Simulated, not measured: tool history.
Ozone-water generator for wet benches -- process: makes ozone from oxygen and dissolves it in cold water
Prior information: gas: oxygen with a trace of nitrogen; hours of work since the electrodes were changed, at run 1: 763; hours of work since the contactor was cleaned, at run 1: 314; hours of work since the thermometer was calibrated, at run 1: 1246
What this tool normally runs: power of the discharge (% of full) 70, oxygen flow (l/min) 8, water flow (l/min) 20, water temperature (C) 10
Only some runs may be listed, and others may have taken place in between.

run    hour  power of the discharge (% of full)  oxygen flow (l/min)  water flow (l/min)  water temperature (C)  hours of work since the electrodes were changed  hours of work since the contactor was cleaned  hours of work since the thermometer was calibrated  dissolved ozone (ppm)  ozone in the gas ahead of the water (g/m3)
  1     0.0                                  70                    8                  20                     10                                              763                                            314                                                1246                   43.2                                       261.3
  2    65.1                                  70                    8                  20                     10                                              805                                            356                                                1287                   43.2                                       260.0
  3   130.5                                  70                    8                  20                     10                                              846                                            397                                                1329                   43.0                                       262.3
  4   174.3                                  53                    8                  20                     10                                              874                                            425                                                1357                   35.2                                       214.2
  5   229.3                                  53                    8                  20                     10                                              909                                            460                                                1392                   35.7                                       216.0
  6   294.3                                  53                    8                  20                     10                                              951                                            501                                                1433                   35.4                                       214.7
  7   366.4                                  97                    8                  20                     10                                              997                                            547                                                1479                   55.4                                       334.0
  8   459.5                                  97                    8                  20                     10                                             1056                                            607                                                1538                   55.1                                       332.5
  9   523.8                                  70                    8                  20                     11                                             1097                                            648                                                1579                   43.0                                       262.7
 10   604.6                                  70                    8                  20                     11                                             1148                                            699                                                1631                   42.7                                       261.9
 11   678.8                                  70                    8                  20                     11                                             1195                                            746                                                1678                   42.9                                       262.4
 12   744.1                                  70                    8                  20                     11                                             1237                                            788                                                1720                   43.0                                       263.2
 13   791.8                                  70                    8                  20                     11                                             1267                                            818                                                1750                   43.0                                       261.1
 14   874.5                                  70                    8                  14                     10                                             1320                                            871                                                1803                   55.3                                       263.3
 15   927.8                                  70                    8                  14                     10                                             1354                                            905                                                1837                   56.5                                       261.0
 16  1005.7                                  70                    8                  14                     10                                             1403                                            954                                                1886                   56.0                                       262.4
 17  1102.7                                  70                    8                  17                     16                                             1465                                           1016                                                1948                   44.1                                       260.5
 18  1172.6                                  70                    8                  17                     16                                             1510                                           1060                                                1992                   43.9                                       262.7
 19  1233.3                                  83                    8                  24                     11                                             1548                                           1099                                                2031                   41.1                                       295.8
 20  1292.7                                  70                    8                  20                     10                                             1586                                           1137                                                2069                   43.7                                       261.6
 21  1354.0                                  70                    8                  20                     10                                             1625                                           1176                                                2108                   43.2                                       263.4

What does the tool deliver on the next run?
 22  1414.0                                  64                    8                  15                     10                                             1663                                           1214                                                2146                      ?                                           ?

{"run 22": {"dissolved ozone (ppm)": 50.0, "ozone in the gas ahead of the water (g/m3)": 244.6}}
With the hidden condition absent and the run-to-run variation left alone, this run would have shown dissolved ozone (ppm) 50.0, ozone in the gas ahead of the water (g/m3) 244.8.
